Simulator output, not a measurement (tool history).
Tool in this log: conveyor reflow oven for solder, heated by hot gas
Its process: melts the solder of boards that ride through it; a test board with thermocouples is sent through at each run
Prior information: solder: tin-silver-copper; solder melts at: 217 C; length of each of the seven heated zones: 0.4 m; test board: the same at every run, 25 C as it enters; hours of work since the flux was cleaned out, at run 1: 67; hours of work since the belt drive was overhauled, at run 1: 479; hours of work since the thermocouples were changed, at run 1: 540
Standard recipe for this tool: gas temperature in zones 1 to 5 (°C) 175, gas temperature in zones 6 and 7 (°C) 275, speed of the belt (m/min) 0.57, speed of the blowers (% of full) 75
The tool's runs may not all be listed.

| run | hour | gas temperature in zones 1 to 5 (°C) | gas temperature in zones 6 and 7 (°C) | speed of the belt (m/min) | speed of the blowers (% of full) | hours of work since the flux was cleaned out | hours of work since the belt drive was overhauled | hours of work since the thermocouples were changed | highest temperature of the board (°C) | time above the solder's melting point (s) |
|---|---|---|---|---|---|---|---|---|---|---|
| 1 | 0 | 175 | 275 | 0.57 | 75 | 67 | 479 | 540 | 265.7 | 74.4 |
| 2 | 16.1 | 175 | 275 | 0.57 | 75 | 75 | 487 | 548 | 265.8 | 74.5 |
| 3 | 41.7 | 175 | 275 | 0.57 | 75 | 88 | 500 | 561 | 265.7 | 74.3 |
| 4 | 60.9 | 163 | 275 | 0.57 | 75 | 98 | 509 | 571 | 264.1 | 69.9 |
| 5 | 79.9 | 163 | 275 | 0.57 | 75 | 107 | 519 | 580 | 264 | 69.5 |
| 6 | 97.2 | 175 | 288 | 0.57 | 75 | 116 | 528 | 589 | 277.7 | 79.5 |
| 7 | 128.6 | 175 | 288 | 0.57 | 75 | 132 | 543 | 605 | 277.3 | 79.8 |
| 8 | 149.8 | 175 | 288 | 0.57 | 75 | 142 | 554 | 615 | 277.7 | 79.9 |
| 9 | 166.8 | 175 | 288 | 0.57 | 75 | 151 | 562 | 624 | 277.4 | 79.7 |
| 10 | 196.7 | 175 | 275 | 0.57 | 75 | 166 | 577 | 639 | 265.2 | 74.2 |
|  | 206.8 | thermocouples of zones 6 and 7 changed |
| 11 | 217.1 | 175 | 275 | 0.57 | 75 | 175 | 587 | 5 | 263.9 | 73.6 |
| 12 | 255.3 | 175 | 275 | 0.57 | 75 | 194 | 606 | 24 | 264.1 | 73.6 |
| 13 | 273.4 | 171 | 275 | 0.527 | 75 | 203 | 615 | 33 | 265.2 | 79.3 |
|  | 280.6 | belt drive overhauled, speed set with a stopwatch |
| 14 | 304.6 | 171 | 275 | 0.527 | 87 | 217 | 12 | 47 | 266.5 | 80.5 |
| 15 | 331.2 | 175 | 284 | 0.571 | 63 | 230 | 25 | 60 | 270.6 | 77 |
| 16 | 365.4 | 175 | 284 | 0.664 | 71 | 247 | 43 | 78 | 266.8 | 64 |
| 17 | 391.8 | 175 | 272 | 0.57 | 75 | 261 | 56 | 91 | 260.9 | 72.7 |
| 18 | 417.8 | 170 | 286 | 0.658 | 84 | 274 | 69 | 104 | 269.7 | 64.9 |
|  | 431.2 | belt drive overhauled, speed set with a stopwatch, once more |
| 19 | 449.1 | 175 | 284 | 0.57 | 75 | 287 | 9 | 118 | 271 | 75.5 |
| 20 | 487 | 175 | 284 | 0.57 | 62 | 306 | 28 | 137 | 268.9 | 74.6 |
| 21 | 505.5 | 182 | 267 | 0.569 | 75 | 316 | 37 | 146 | 256.3 | 70.4 |
| 22 | 536.3 | 165 | 267 | 0.661 | 75 | 331 | 53 | 161 | 249.2 | 48.7 |
| 23 | 556.5 | 175 | 275 | 0.479 | 75 | 341 | 63 | 171 | 267.2 | 88.8 |
| 24 | 588.5 | 175 | 281 | 0.479 | 64 | 357 | 79 | 188 | 271.6 | 90.5 |

Each row is a separate what-if for the run after 24, all from the same tool condition, not one after another. Results?
| A | 617.3 | 165 | 276 | 0.479 | 75 | 372 | 93 | 202 | ? | ? |
| B | 617.3 | 180 | 281 | 0.479 | 64 | 372 | 93 | 202 | ? | ? |
| C | 617.3 | 176 | 275 | 0.614 | 56 | 372 | 93 | 202 | ? | ? |

| run | highest temperature of the board (°C) | time above the solder's melting point (s) |
|---|---|---|
| A | 266.9 | 84.7 |
| B | 272.1 | 93 |
| C | 257.4 | 62.5 |
Without the tool's hidden state the same runs would have given:
| run | highest temperature of the board (°C) | time above the solder's melting point (s) |
|---|---|---|
| A | 268.4 | 86.1 |
| B | 273.3 | 93.5 |
| C | 259.5 | 64.3 |

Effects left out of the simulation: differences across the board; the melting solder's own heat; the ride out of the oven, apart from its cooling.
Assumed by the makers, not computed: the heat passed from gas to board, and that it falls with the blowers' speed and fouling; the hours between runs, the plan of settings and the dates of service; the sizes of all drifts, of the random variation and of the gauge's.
